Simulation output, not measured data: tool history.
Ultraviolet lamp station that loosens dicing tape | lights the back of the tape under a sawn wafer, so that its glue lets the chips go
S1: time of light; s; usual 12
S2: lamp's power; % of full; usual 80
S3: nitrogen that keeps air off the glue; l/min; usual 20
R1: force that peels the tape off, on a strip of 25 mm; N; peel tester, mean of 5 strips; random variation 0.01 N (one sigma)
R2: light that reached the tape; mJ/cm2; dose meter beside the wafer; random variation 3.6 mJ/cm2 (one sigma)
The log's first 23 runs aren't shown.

run	hour	S1	S2	S3	R1	R2
24	248.1	8	99	20	0.846	426
25	254.6	7	68	29	1.516	251
26	261.3	7	68	29	1.544	255
27	275.6	11	80	20	0.703	462
28	285.6	11	80	20	0.696	468
29	293.8	12	84	28	0.416	531
30	300	8	72	28	1.219	303
31	312.5	8	72	28	1.248	306
32	327.1	8	72	28	1.316	299
33	339.9	8	72	28	1.242	302
34	349.1	9	64	9	2.144	299
35	358.9	9	64	9	2.165	298
36	373.5	13	64	15	1.074	429
37	388.3	13	73	9	1.171	482
38	395	7	88	13	1.714	318
39	403.9	7	88	13	1.726	317
40	413.1	14	97	20	0.284	689
41	426	14	79	8	1.041	552
42	438.5	21	79	12	0.303	835
43	453.6	17	63	15	0.697	538

4 ways to go on from here, each from the tool as it stands after run 43. What would each give?
A	468.1	12	64	14	?	?
B	468.1	11	80	27	?	?
C	468.1	12	80	13	?	?
D	468.1	13	94	29	?	?

run	R1	R2
A	1.297	387
B	0.671	436
C	0.932	478
D	0.277	616
Without the tool's hidden state the same runs would have given:
run	R1	R2
A	0.934	474
B	0.426	535
C	0.628	587
D	0.159	756

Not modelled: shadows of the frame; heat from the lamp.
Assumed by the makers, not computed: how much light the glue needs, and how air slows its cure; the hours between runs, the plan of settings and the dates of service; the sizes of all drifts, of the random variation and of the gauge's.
